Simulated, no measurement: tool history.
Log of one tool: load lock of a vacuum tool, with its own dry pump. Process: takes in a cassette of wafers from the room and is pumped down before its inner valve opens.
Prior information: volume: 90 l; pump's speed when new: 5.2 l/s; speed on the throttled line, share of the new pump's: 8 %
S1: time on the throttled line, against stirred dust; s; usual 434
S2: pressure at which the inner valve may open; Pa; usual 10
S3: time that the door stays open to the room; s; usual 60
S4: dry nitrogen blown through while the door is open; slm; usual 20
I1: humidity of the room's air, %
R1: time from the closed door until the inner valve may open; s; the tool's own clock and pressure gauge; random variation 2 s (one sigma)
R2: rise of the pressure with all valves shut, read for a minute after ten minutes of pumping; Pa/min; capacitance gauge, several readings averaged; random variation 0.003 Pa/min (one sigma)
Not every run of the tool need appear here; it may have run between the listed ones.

{"run": 1, "hour": 0.0, "S1": 434, "S2": 10, "S3": 60, "S4": 20, "I1": 39.9, "R1": 559.5, "R2": 0.033}
{"run": 2, "hour": 238.5, "S1": 434, "S2": 10, "S3": 60, "S4": 20, "I1": 46.5, "R1": 560.3, "R2": 0.041}
{"run": 3, "hour": 495.5, "S1": 434, "S2": 10, "S3": 60, "S4": 20, "I1": 42.8, "R1": 556.5, "R2": 0.034}
{"run": 4, "hour": 713.8, "S1": 434, "S2": 10, "S3": 60, "S4": 20, "I1": 42.3, "R1": 561.1, "R2": 0.038}
{"run": 5, "hour": 996.1, "S1": 297, "S2": 10, "S3": 60, "S4": 20, "I1": 45.1, "R1": 433.2, "R2": 0.035}
{"run": 6, "hour": 1252.8, "S1": 297, "S2": 10, "S3": 60, "S4": 20, "I1": 41.6, "R1": 435.9, "R2": 0.032}
{"run": 7, "hour": 1412.4, "S1": 434, "S2": 10, "S3": 60, "S4": 13, "I1": 44.7, "R1": 561.1, "R2": 0.042}
{"run": 8, "hour": 1684.9, "S1": 434, "S2": 10, "S3": 60, "S4": 13, "I1": 45.0, "R1": 559.2, "R2": 0.044}
{"run": 9, "hour": 1939.0, "S1": 434, "S2": 10, "S3": 60, "S4": 13, "I1": 44.3, "R1": 558.9, "R2": 0.045}
{"run": 10, "hour": 2160.0, "S1": 434, "S2": 10, "S3": 60, "S4": 13, "I1": 44.6, "R1": 561.5, "R2": 0.044}
{"run": 11, "hour": 2377.6, "S1": 568, "S2": 10, "S3": 60, "S4": 20, "I1": 45.9, "R1": 681.4, "R2": 0.04}
{"run": 12, "hour": 2646.0, "S1": 435, "S2": 10, "S3": 36, "S4": 20, "I1": 42.6, "R1": 560.9, "R2": 0.03}
{"run": 13, "hour": 2901.4, "S1": 435, "S2": 10, "S3": 36, "S4": 20, "I1": 46.3, "R1": 559.6, "R2": 0.026}
{"run": 14, "hour": 3120.1, "S1": 275, "S2": 11, "S3": 60, "S4": 21, "I1": 44.7, "R1": 413.7, "R2": 0.041}
{"run": 15, "hour": 3282.6, "S1": 455, "S2": 11, "S3": 161, "S4": 16, "I1": 42.6, "R1": 578.9, "R2": 0.065}
{"run": 16, "hour": 3614.5, "S1": 455, "S2": 11, "S3": 161, "S4": 16, "I1": 44.7, "R1": 578.1, "R2": 0.067}
{"run": 17, "hour": 3906.2, "S1": 434, "S2": 8, "S3": 33, "S4": 20, "I1": 43.1, "R1": 559.3, "R2": 0.025}
{"run": 18, "hour": 4227.2, "S1": 444, "S2": 17, "S3": 33, "S4": 17, "I1": 45.8, "R1": 556.4, "R2": 0.023}
{"run": 19, "hour": 4400.5, "S1": 444, "S2": 17, "S3": 33, "S4": 17, "I1": 42.5, "R1": 559.1, "R2": 0.025}

3 options for the next run, each taken on its own from the tool as it stands now. Forecast them:
{"run": "A", "hour": 4678.6, "S1": 444, "S2": 17, "S3": 215, "S4": 17, "I1": 46.5, "R1": "?", "R2": "?"}
{"run": "B", "hour": 4678.6, "S1": 279, "S2": 17, "S3": 33, "S4": 9, "I1": 41.9, "R1": "?", "R2": "?"}
{"run": "C", "hour": 4678.6, "S1": 324, "S2": 15, "S3": 60, "S4": 20, "I1": 48.5, "R1": "?", "R2": "?"}

run=A R1=562.0 R2=0.080
run=B R1=409.3 R2=0.035
run=C R1=453.3 R2=0.040
Had the tool no hidden state, the same runs would have come out as:
run=A R1=561.9 R2=0.079
run=B R1=409.3 R2=0.035
run=C R1=453.3 R2=0.040
